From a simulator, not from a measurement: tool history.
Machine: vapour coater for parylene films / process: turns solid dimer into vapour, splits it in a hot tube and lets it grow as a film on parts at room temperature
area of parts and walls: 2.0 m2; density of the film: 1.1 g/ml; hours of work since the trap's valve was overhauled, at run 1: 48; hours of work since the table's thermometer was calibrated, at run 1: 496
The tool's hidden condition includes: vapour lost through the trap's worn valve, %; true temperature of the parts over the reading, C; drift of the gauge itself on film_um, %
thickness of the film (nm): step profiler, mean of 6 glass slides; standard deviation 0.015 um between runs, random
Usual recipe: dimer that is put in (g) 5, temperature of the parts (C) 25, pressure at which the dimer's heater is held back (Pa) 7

run	day	dimer that is put in (g)	temperature of the parts (C)	pressure at which the dimer's heater is held back (Pa)	hours of work since the trap's valve was overhauled	hours of work since the table's thermometer was calibrated	thickness of the film (nm)
1	0	5	25	7	48	496	1600
2	0.583	5	18	7	60	509	1880
3	1.233	5	18	7	74	522	1870
4	2.229	5	24	7	95	543	1620
5	2.758	5	24	7	106	555	1620
6	3.708	5	24	7	127	575	1650
7	4.521	7	25	7	144	592	2230
8	5.012	5	25	7	154	602	1600
9	5.475	5	25	3.77	164	612	1770
10	6.117	5	25	3.77	178	626	1780
11	7.075	3	25	3.77	198	646	1080
12	8.104	5	25	4.66	220	668	1710
13	8.904	5	25	4.66	237	685	1700
# day 9.612: trap's valve overhauled
14	9.821	5	25	4.66	4	701	1670
15	10.712	5	22	7	23	720	1710
16	11.396	5	25	7	38	734	1600
17	12.196	5	25	7	55	751	1580
18	13.017	5	25	7	72	769	1590
19	13.95	5	25	7	92	788	1590
20	14.542	5	25	7	104	801	1600
21	15.592	7	23	5.46	127	823	2460
22	16.379	7	27	8.2	143	840	2050
23	17.362	7	27	8.2	164	861	2070
# day 17.567: table's thermometer calibrated
24	18.021	7	22	8.2	177	10	2330
25	18.725	7	22	3.61	192	25	2660
26	19.429	7	22	3.61	207	39	2670
27	20.017	4	27	3.58	220	52	1350
28	20.633	4	18	3.58	233	65	1670
29	21.079	2	26	11.98	242	74	560
# day 21.546: trap's valve overhauled
30	21.967	7	20	4.72	9	90	2690
31	22.554	4	25	2.72	21	102	1500
32	23.15	9	17	7.14	34	115	3450
33	24.142	5	25	9.28	55	136	1530
34	24.671	5	25	9.28	66	147	1530
35	25.233	5	36	11.41	78	159	1090
36	26.15	7	25	4.36	98	178	2410
37	26.725	7	25	4.36	110	191	2420
38	27.442	4	25	2.05	125	206	1570

Consider 4 possible next runs. They are alternatives, not a sequence: every one starts from the tool as it was left by run 38. What does each give?
A	28.279	2	25	8.85	143	224	?
B	28.279	3	25	11.57	143	224	?
C	28.279	4	27	2.11	143	224	?
D	28.279	5	25	4.38	143	224	?

run	thickness of the film (nm)
A	630
B	870
C	1460
D	1730
Without the tool's unlogged condition, the same runs would have read:
run	thickness of the film (nm)
A	630
B	880
C	1460
D	1740

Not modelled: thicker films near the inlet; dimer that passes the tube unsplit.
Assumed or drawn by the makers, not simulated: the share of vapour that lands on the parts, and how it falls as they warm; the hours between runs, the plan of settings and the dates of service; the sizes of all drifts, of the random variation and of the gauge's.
